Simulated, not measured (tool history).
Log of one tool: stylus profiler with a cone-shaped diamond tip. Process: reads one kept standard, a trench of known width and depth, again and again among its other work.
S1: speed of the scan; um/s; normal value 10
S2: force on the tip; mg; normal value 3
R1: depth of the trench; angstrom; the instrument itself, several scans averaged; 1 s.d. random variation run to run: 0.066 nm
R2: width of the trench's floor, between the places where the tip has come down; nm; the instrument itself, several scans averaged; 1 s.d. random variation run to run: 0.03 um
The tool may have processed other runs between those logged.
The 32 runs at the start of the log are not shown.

run,hour,S1,S2,R1,R2
33,1129,32,5.47,1013.9,17890
34,1164.6,3,1.13,1004.1,18000
35,1191.1,3,1.13,1005.7,18010
36,1229.4,2,6.57,1015.9,17990
37,1267,3,8.17,1020.2,18010
38,1290,19,3.38,1010.6,17920
39,1328.5,37,6.49,1015,17890
40,1375.9,8,7.61,1017.4,17970
41,1412.8,2,1,1004.8,17990
42,1455.6,34,3.92,1011.6,17820
43,1482.1,2,3.37,1009.5,17950
44,1522.6,11,8.49,1019.2,17970
45,1544.4,5,1.78,1007.6,17970
46,1572.6,28,4.64,1011.8,17880

Predict each of these 5 candidate next runs independently; none follows another, all start after run 46:
A,1615.2,38,6.52,?,?
B,1615.2,5,1.12,?,?
C,1615.2,2,2.94,?,?
D,1615.2,4,3.41,?,?
E,1615.2,10,2.61,?,?

run,R1,R2
A,1016.2,17860
B,1005.4,17930
C,1010.8,17990
D,1010.7,17940
E,1009.3,17990
What these runs would have given with no unlogged condition in the tool:
run,R1,R2
A,1016.1,17870
B,1005.3,17940
C,1010.7,18000
D,1010.6,17960
E,1009.2,18000
